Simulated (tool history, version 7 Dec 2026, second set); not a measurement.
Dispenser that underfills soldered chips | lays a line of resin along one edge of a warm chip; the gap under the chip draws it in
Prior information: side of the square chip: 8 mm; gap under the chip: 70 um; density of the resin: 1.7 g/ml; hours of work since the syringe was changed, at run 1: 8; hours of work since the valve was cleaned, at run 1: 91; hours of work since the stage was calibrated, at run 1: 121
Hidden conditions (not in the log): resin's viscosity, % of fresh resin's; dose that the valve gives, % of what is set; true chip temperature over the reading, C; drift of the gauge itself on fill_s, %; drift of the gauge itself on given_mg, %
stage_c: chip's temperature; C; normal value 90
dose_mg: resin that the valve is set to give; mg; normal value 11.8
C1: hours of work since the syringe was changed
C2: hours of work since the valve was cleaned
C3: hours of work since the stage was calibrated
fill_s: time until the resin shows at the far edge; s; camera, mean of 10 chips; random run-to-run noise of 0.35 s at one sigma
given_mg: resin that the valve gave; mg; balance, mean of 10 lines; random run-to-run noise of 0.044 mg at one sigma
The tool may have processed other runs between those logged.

run 1 day=0 | stage_c=90 dose_mg=11.8 | C1=8 C2=91 C3=121 | fill_s=31.9 given_mg=11.15
-- day=0.246 new syringe of resin
run 2 day=0.3 | stage_c=90 dose_mg=11.8 | C1=1 C2=96 C3=126 | fill_s=18.6 given_mg=11.23
run 3 day=0.762 | stage_c=76 dose_mg=11.8 | C1=9 C2=103 C3=134 | fill_s=53 given_mg=11.13
-- day=0.933 new syringe of resin
run 4 day=0.975 | stage_c=76 dose_mg=11.8 | C1=1 C2=107 C3=137 | fill_s=28 given_mg=11.1
-- day=1.183 dispensing valve cleaned and set on the balance
run 5 day=1.454 | stage_c=76 dose_mg=11.8 | C1=8 C2=5 C3=144 | fill_s=48.5 given_mg=11.86
-- day=1.654 new syringe of resin
run 6 day=1.892 | stage_c=92 dose_mg=11.8 | C1=4 C2=12 C3=151 | fill_s=22.6 given_mg=11.8
run 7 day=2.133 | stage_c=90 dose_mg=12 | C1=8 C2=16 C3=155 | fill_s=33.5 given_mg=11.98
-- day=2.333 new syringe of resin
run 8 day=2.375 | stage_c=90 dose_mg=12 | C1=1 C2=20 C3=159 | fill_s=18.8 given_mg=11.92
run 9 day=2.654 | stage_c=90 dose_mg=12 | C1=5 C2=24 C3=164 | fill_s=26.7 given_mg=11.88
run 10 day=2.896 | stage_c=90 dose_mg=12 | C1=9 C2=28 C3=168 | fill_s=37.5 given_mg=11.9
-- day=3.025 new syringe of resin
run 11 day=3.304 | stage_c=90 dose_mg=11.8 | C1=5 C2=35 C3=175 | fill_s=25 given_mg=11.63
-- day=3.708 new syringe of resin
run 12 day=3.792 | stage_c=90 dose_mg=11.8 | C1=1 C2=43 C3=183 | fill_s=19.3 given_mg=11.52
run 13 day=4.146 | stage_c=90 dose_mg=11.8 | C1=7 C2=49 C3=188 | fill_s=31 given_mg=11.56
-- day=4.388 new syringe of resin
run 14 day=4.579 | stage_c=90 dose_mg=11.8 | C1=3 C2=56 C3=195 | fill_s=22.1 given_mg=11.53
run 15 day=4.792 | stage_c=90 dose_mg=11.8 | C1=7 C2=59 C3=199 | fill_s=29.8 given_mg=11.44
-- day=5.079 new syringe of resin
run 16 day=5.221 | stage_c=90 dose_mg=11.8 | C1=2 C2=66 C3=206 | fill_s=21.4 given_mg=11.44
run 17 day=5.529 | stage_c=90 dose_mg=11.8 | C1=7 C2=71 C3=211 | fill_s=32.3 given_mg=11.36
-- day=5.771 new syringe of resin
run 18 day=5.938 | stage_c=90 dose_mg=11.8 | C1=3 C2=78 C3=218 | fill_s=22 given_mg=11.28
run 19 day=6.233 | stage_c=104 dose_mg=11.1 | C1=8 C2=83 C3=223 | fill_s=22.3 given_mg=10.62
-- day=6.479 new syringe of resin
run 20 day=6.483 | stage_c=91 dose_mg=15 | C1=0 C2=87 C3=227 | fill_s=16.8 given_mg=14.3
run 21 day=6.779 | stage_c=90 dose_mg=11.6 | C1=5 C2=92 C3=232 | fill_s=26.4 given_mg=11.1
-- day=7.192 new syringe of resin
run 22 day=7.212 | stage_c=94 dose_mg=12.2 | C1=0 C2=99 C3=239 | fill_s=15.7 given_mg=11.52
run 23 day=7.5 | stage_c=97 dose_mg=14.8 | C1=5 C2=104 C3=244 | fill_s=21.1 given_mg=13.97
-- day=7.892 dispensing valve cleaned and set on the balance
-- day=7.925 new syringe of resin
run 24 day=7.983 | stage_c=90 dose_mg=12.8 | C1=1 C2=1 C3=251 | fill_s=18.7 given_mg=12.82
run 25 day=8.204 | stage_c=93 dose_mg=12.9 | C1=5 C2=5 C3=254 | fill_s=22.7 given_mg=12.85
run 26 day=8.521 | stage_c=76 dose_mg=10.3 | C1=10 C2=10 C3=260 | fill_s=58.2 given_mg=10.25
-- day=8.625 new syringe of resin
run 27 day=8.871 | stage_c=76 dose_mg=10.3 | C1=4 C2=16 C3=265 | fill_s=36.9 given_mg=10.19
run 28 day=9.25 | stage_c=96 dose_mg=12.7 | C1=11 C2=22 C3=272 | fill_s=35 given_mg=12.58
-- day=9.325 new syringe of resin
run 29 day=9.654 | stage_c=97 dose_mg=14.1 | C1=6 C2=29 C3=278 | fill_s=22.7 given_mg=13.85
-- day=10.021 new syringe of resin
run 30 day=10.129 | stage_c=82 dose_mg=11.7 | C1=2 C2=37 C3=286 | fill_s=24.8 given_mg=11.54

For run 31, what comes out?
run 31 day=10.471 | stage_c=78 dose_mg=12.7 | C1=7 C2=42 C3=292 | fill_s=? given_mg=?

fill_s: 43.6 s
given_mg: 12.42 mg
Were there no unlogged condition in the tool, this run, its random variation unchanged, would have produced fill_s 24.2 s, given_mg 12.71 mg.
